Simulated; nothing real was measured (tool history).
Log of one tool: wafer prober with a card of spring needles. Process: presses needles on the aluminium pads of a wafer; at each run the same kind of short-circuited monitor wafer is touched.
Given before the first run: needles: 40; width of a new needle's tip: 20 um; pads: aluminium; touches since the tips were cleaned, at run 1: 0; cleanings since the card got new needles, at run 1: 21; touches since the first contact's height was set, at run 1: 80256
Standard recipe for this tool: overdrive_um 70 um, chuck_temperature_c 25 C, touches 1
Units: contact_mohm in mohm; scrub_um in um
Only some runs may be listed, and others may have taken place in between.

run   hour  overdrive_um  chuck_temperature_c  touches  touches since the tips were cleaned  cleanings since the card got new needles  touches since the first contact's height was set  contact_mohm  scrub_um
  1      0            70                   25        1                                    0                                        21                                             80256           263     14.85
      10.6  -- tips cleaned on abrasive film
  2   16.1            70                   82        1                                 1960                                        22                                             85909           278      14.8
      20.7  -- tips cleaned on abrasive film
  3   28.3            70                   82        1                                 2648                                        23                                             90143           283      14.9
      31.1  -- tips cleaned on abrasive film
      40.9  -- tips cleaned on abrasive film
  4   40.9            70                   82        1                                    0                                        25                                             94544           285      14.9
      51.9  -- tips cleaned on abrasive film
  5   55.1            70                  118        1                                 1114                                        26                                             99482           293     14.96
      62.9  -- tips cleaned on abrasive film
  6   63.2            70                   25        1                                  106                                        27                                            102317           264     14.85
      72.6  -- tips cleaned on abrasive film
  7   81.7            70                   25        1                                 3228                                        28                                            108814           263     14.91
      83.1  -- tips cleaned on abrasive film
      93.1  -- tips cleaned on abrasive film
  8   93.1            70                   25        1                                    0                                        30                                            112740           262        15
     103.6  -- tips cleaned on abrasive film
  9  111.8            70                   25        1                                 2920                                        31                                            119316           267     14.95
     113.5  -- tips cleaned on abrasive film
 10  119.6            70                   25        1                                 2144                                        32                                            122017           262     15.02
     123.1  -- tips cleaned on abrasive film
     133.2  -- tips cleaned on abrasive film
 11  134.7            70                   25        1                                  504                                        34                                            127251           264     15.01
     143.1  -- tips cleaned on abrasive film
 12  146.5            70                   25        1                                 1199                                        35                                            131374           263     15.08
     153.7  -- tips cleaned on abrasive film
 13  160.9            70                   25        1                                 2546                                        36                                            136425           264     15.04
     164.4  -- tips cleaned on abrasive film
     174.5  -- tips cleaned on abrasive film
 14    179            63                   25        1                                 1582                                        38                                            142733           265     13.52
     185.1  -- tips cleaned on abrasive film
 15  194.1            63                   25        1                                 3169                                        39                                            148021           271     13.58
     195.1  -- tips cleaned on abrasive film
     205.1  -- tips cleaned on abrasive film
 16  207.3            63                   25        1                                  767                                        41                                            152601           266     13.59
     209.7  -- height of the first contact set anew
     215.4  -- tips cleaned on abrasive film
 17  215.8            58                   37        2                                  145                                        42                                              2125           268     12.55
       225  -- tips cleaned on abrasive film
 18  226.8            58                   37        2                                  652                                        43                                              5959           270     12.54
       232  -- gauge calibrated
     234.8  -- tips cleaned on abrasive film
 19  234.8            58                   37        2                                    0                                        44                                              8720           270     12.34
     244.5  -- tips cleaned on abrasive film
 20  246.6            54                   25        2                                  746                                        45                                             12857           268     11.47
     254.9  -- tips cleaned on abrasive film
 21  257.7            70                   25        1                                  997                                        46                                             16745           266     14.84
     264.7  -- tips cleaned on abrasive film
     274.9  -- tips cleaned on abrasive film
 22  275.7            70                   93        2                                  276                                        48                                             23008           283     14.91
       285  -- tips cleaned on abrasive film
 23  293.4            70                   93        2                                 2957                                        49                                             29212           280     15.03
     294.8  -- tips cleaned on abrasive film
     305.2  -- tips cleaned on abrasive film
 24  309.3            70                   93        2                                 1442                                        51                                             34735           283     15.03
     315.9  -- tips cleaned on abrasive film
     325.8  -- tips cleaned on abrasive film
 25  326.9            70                   93        2                                  374                                        53                                             40856           283     14.95
       336  -- tips cleaned on abrasive film
 26    339            70                   39        3                                 1024                                        54                                             45084           276     14.87
       346  -- tips cleaned on abrasive film
 27  348.8            57                   25        1                                  985                                        55                                             48502           267     12.24
     355.9  -- tips cleaned on abrasive film
 28  357.4            78                  103        1                                  514                                        56                                             51513           286     16.73
     365.5  -- tips cleaned on abrasive film
 29  368.8            78                  103        1                                 1165                                        57                                             55487           286     16.76
     375.6  -- tips cleaned on abrasive film
 30  379.3            78                  103        1                                 1286                                        58                                             59158           288     16.75
     385.2  -- tips cleaned on abrasive film
 31  393.1            77                   25        1                                 2777                                        59                                             63997           262     16.58

Hidden state at the last listed run before each entry between runs and at the first one after, where it differs:
In the gap between runs 1 and 2: tips cleaned on abrasive film (hour 10.6)
  debris on the tips, nm: 0.3 -> 1.7; drift of the gauge itself on scrub_um, %: 0 -> 0.16
  measured less the result without the state, scrub_um: -0.02 -> +0.01 um
In the gap between runs 2 and 3: tips cleaned on abrasive film (hour 20.7)
  debris on the tips, nm: 1.7 -> 2.1; drift of the gauge itself on scrub_um, %: 0.16 -> 0.27
  measured less the result without the state, scrub_um: +0.01 -> +0.02 um
In the gap between runs 3 and 4: tips cleaned on abrasive film (hour 31.1); tips cleaned on abrasive film (hour 40.9)
  debris on the tips, nm: 2.1 -> 0.1; way that the needles fall short of the set height, um: 0.06 -> 0.07; drift of the gauge itself on scrub_um, %: 0.27 -> 0.4
  measured less the result without the state, scrub_um: +0.02 -> +0.04 um
In the gap between runs 4 and 5: tips cleaned on abrasive film (hour 51.9)
  debris on the tips, nm: 0.1 -> 1.2; tips' diameter, um: 20.02 -> 20.03; drift of the gauge itself on scrub_um, %: 0.4 -> 0.53
  measured less the result without the state, scrub_um: +0.04 -> +0.06 um
In the gap between runs 5 and 6: tips cleaned on abrasive film (hour 62.9)
  debris on the tips, nm: 1.2 -> 0.4; way that the needles fall short of the set height, um: 0.07 -> 0.08; drift of the gauge itself on scrub_um, %: 0.53 -> 0.61
  measured less the result without the state, scrub_um: +0.06 -> +0.07 um
In the gap between runs 6 and 7: tips cleaned on abrasive film (hour 72.6)
  debris on the tips, nm: 0.4 -> 2.3; drift of the gauge itself on scrub_um, %: 0.61 -> 0.79
  measured less the result without the state, scrub_um: +0.07 -> +0.1 um
In the gap between runs 7 and 8: tips cleaned on abrasive film (hour 83.1); tips cleaned on abrasive film (hour 93.1)
  debris on the tips, nm: 2.3 -> 0.2; way that the needles fall short of the set height, um: 0.08 -> 0.09; drift of the gauge itself on scrub_um, %: 0.79 -> 0.9
  measured less the result without the state, scrub_um: +0.1 -> +0.12 um
In the gap between runs 8 and 9: tips cleaned on abrasive film (hour 103.6)
  debris on the tips, nm: 0.2 -> 2.1; drift of the gauge itself on scrub_um, %: 0.9 -> 1.08
  measured less the result without the state, scrub_um: +0.12 -> +0.14 um
In the gap between runs 9 and 10: tips cleaned on abrasive film (hour 113.5)
  debris on the tips, nm: 2.1 -> 1.8; drift of the gauge itself on scrub_um, %: 1.08 -> 1.16
  measured less the result without the state, scrub_um: +0.14 -> +0.15 um
In the gap between runs 10 and 11: tips cleaned on abrasive film (hour 123.1); tips cleaned on abrasive film (hour 133.2)
  debris on the tips, nm: 1.8 -> 0.6; way that the needles fall short of the set height, um: 0.09 -> 0.1; drift of the gauge itself on scrub_um, %: 1.16 -> 1.3
  measured less the result without the state, scrub_um: +0.15 -> +0.17 um
In the gap between runs 11 and 12: tips cleaned on abrasive film (hour 143.1)
  debris on the tips, nm: 0.6 -> 1.2; tips' diameter, um: 20.03 -> 20.04; drift of the gauge itself on scrub_um, %: 1.3 -> 1.42
  measured less the result without the state, scrub_um: +0.17 -> +0.19 um
In the gap between runs 12 and 13: tips cleaned on abrasive film (hour 153.7)
  debris on the tips, nm: 1.2 -> 1.9; way that the needles fall short of the set height, um: 0.1 -> 0.11; drift of the gauge itself on scrub_um, %: 1.42 -> 1.56
  measured less the result without the state, scrub_um: +0.19 -> +0.2 um
In the gap between runs 13 and 14: tips cleaned on abrasive film (hour 164.4); tips cleaned on abrasive film (hour 174.5)
  debris on the tips, nm: 1.9 -> 1.5; drift of the gauge itself on scrub_um, %: 1.56 -> 1.73
  measured less the result without the state, scrub_um: +0.2 -> +0.21 um
In the gap between runs 14 and 15: tips cleaned on abrasive film (hour 185.1)
  debris on the tips, nm: 1.5 -> 2.3; drift of the gauge itself on scrub_um, %: 1.73 -> 1.88
  measured less the result without the state, scrub_um: +0.21 -> +0.22 um
In the gap between runs 15 and 16: tips cleaned on abrasive film (hour 195.1); tips cleaned on abrasive film (hour 205.1)
  debris on the tips, nm: 2.3 -> 0.8; way that the needles fall short of the set height, um: 0.11 -> 0.12; drift of the gauge itself on scrub_um, %: 1.88 -> 2.01
  measured less the result without the state, scrub_um: +0.22 -> +0.24 um
In the gap between runs 16 and 17: height of the first contact set anew (hour 209.7); tips cleaned on abrasive film (hour 215.4)
  debris on the tips, nm: 0.8 -> 0.3; way that the needles fall short of the set height, um: 0.12 -> 0; drift of the gauge itself on scrub_um, %: 2.01 -> 2.09
  measured less the result without the state, scrub_um: +0.24 -> +0.26 um
In the gap between runs 17 and 18: tips cleaned on abrasive film (hour 225)
  debris on the tips, nm: 0.3 -> 0.7; way that the needles fall short of the set height, um: 0 -> 0.01; drift of the gauge itself on scrub_um, %: 2.09 -> 2.19
  measured less the result without the state, scrub_um: +0.26 -> +0.26 um
In the gap between runs 18 and 19: gauge calibrated (hour 232); tips cleaned on abrasive film (hour 234.8)
  debris on the tips, nm: 0.7 -> 0.2; tips' diameter, um: 20.04 -> 20.05; drift of the gauge itself on scrub_um, %: 2.19 -> 0.03
  measured less the result without the state, scrub_um: +0.26 -> +0 um
In the gap between runs 19 and 20: tips cleaned on abrasive film (hour 244.5)
  debris on the tips, nm: 0.2 -> 0.9; drift of the gauge itself on scrub_um, %: 0.03 -> 0.14
  measured less the result without the state, scrub_um: +0 -> +0.01 um
In the gap between runs 20 and 21: tips cleaned on abrasive film (hour 254.9)
  debris on the tips, nm: 0.9 -> 1.2; way that the needles fall short of the set height, um: 0.01 -> 0.02; drift of the gauge itself on scrub_um, %: 0.14 -> 0.25
  measured less the result without the state, scrub_um: +0.01 -> +0.03 um
In the gap between runs 21 and 22: tips cleaned on abrasive film (hour 264.7); tips cleaned on abrasive film (hour 274.9)
  debris on the tips, nm: 1.2 -> 0.4; drift of the gauge itself on scrub_um, %: 0.25 -> 0.42
  measured less the result without the state, scrub_um: +0.03 -> +0.06 um
In the gap between runs 22 and 23: tips cleaned on abrasive film (hour 285)
  debris on the tips, nm: 0.4 -> 2.2; way that the needles fall short of the set height, um: 0.02 -> 0.03; drift of the gauge itself on scrub_um, %: 0.42 -> 0.59
  measured less the result without the state, scrub_um: +0.06 -> +0.09 um
In the gap between runs 23 and 24: tips cleaned on abrasive film (hour 294.8); tips cleaned on abrasive film (hour 305.2)
  debris on the tips, nm: 2.2 -> 1.4; drift of the gauge itself on scrub_um, %: 0.59 -> 0.75
  measured less the result without the state, scrub_um: +0.09 -> +0.1 um
In the gap between runs 24 and 25: tips cleaned on abrasive film (hour 315.9); tips cleaned on abrasive film (hour 325.8)
  debris on the tips, nm: 1.4 -> 0.6; way that the needles fall short of the set height, um: 0.03 -> 0.04; tips' diameter, um: 20.05 -> 20.06; drift of the gauge itself on scrub_um, %: 0.75 -> 0.92
  measured less the result without the state, scrub_um: +0.1 -> +0.13 um
In the gap between runs 25 and 26: tips cleaned on abrasive film (hour 336)
  debris on the tips, nm: 0.6 -> 1.1; drift of the gauge itself on scrub_um, %: 0.92 -> 1.04
  measured less the result without the state, scrub_um: +0.13 -> +0.14 um
In the gap between runs 26 and 27: tips cleaned on abrasive film (hour 346)
  debris on the tips, nm: 1.1 -> 0.8; way that the needles fall short of the set height, um: 0.04 -> 0.05; drift of the gauge itself on scrub_um, %: 1.04 -> 1.13
  measured less the result without the state, scrub_um: +0.14 -> +0.13 um
In the gap between runs 27 and 28: tips cleaned on abrasive film (hour 355.9)
  debris on the tips, nm: 0.8 -> 0.7; drift of the gauge itself on scrub_um, %: 1.13 -> 1.21
  measured less the result without the state, scrub_um: +0.13 -> +0.19 um
In the gap between runs 28 and 29: tips cleaned on abrasive film (hour 365.5)
  debris on the tips, nm: 0.7 -> 1.1; drift of the gauge itself on scrub_um, %: 1.21 -> 1.32
  measured less the result without the state, scrub_um: +0.19 -> +0.21 um
In the gap between runs 29 and 30: tips cleaned on abrasive film (hour 375.6)
  debris on the tips, nm: 1.1 -> 1.2; way that the needles fall short of the set height, um: 0.05 -> 0.06; drift of the gauge itself on scrub_um, %: 1.32 -> 1.43
  measured less the result without the state, scrub_um: +0.21 -> +0.22 um
In the gap between runs 30 and 31: tips cleaned on abrasive film (hour 385.2)
  debris on the tips, nm: 1.2 -> 2.1; drift of the gauge itself on scrub_um, %: 1.43 -> 1.56
  measured less the result without the state, scrub_um: +0.22 -> +0.25 um

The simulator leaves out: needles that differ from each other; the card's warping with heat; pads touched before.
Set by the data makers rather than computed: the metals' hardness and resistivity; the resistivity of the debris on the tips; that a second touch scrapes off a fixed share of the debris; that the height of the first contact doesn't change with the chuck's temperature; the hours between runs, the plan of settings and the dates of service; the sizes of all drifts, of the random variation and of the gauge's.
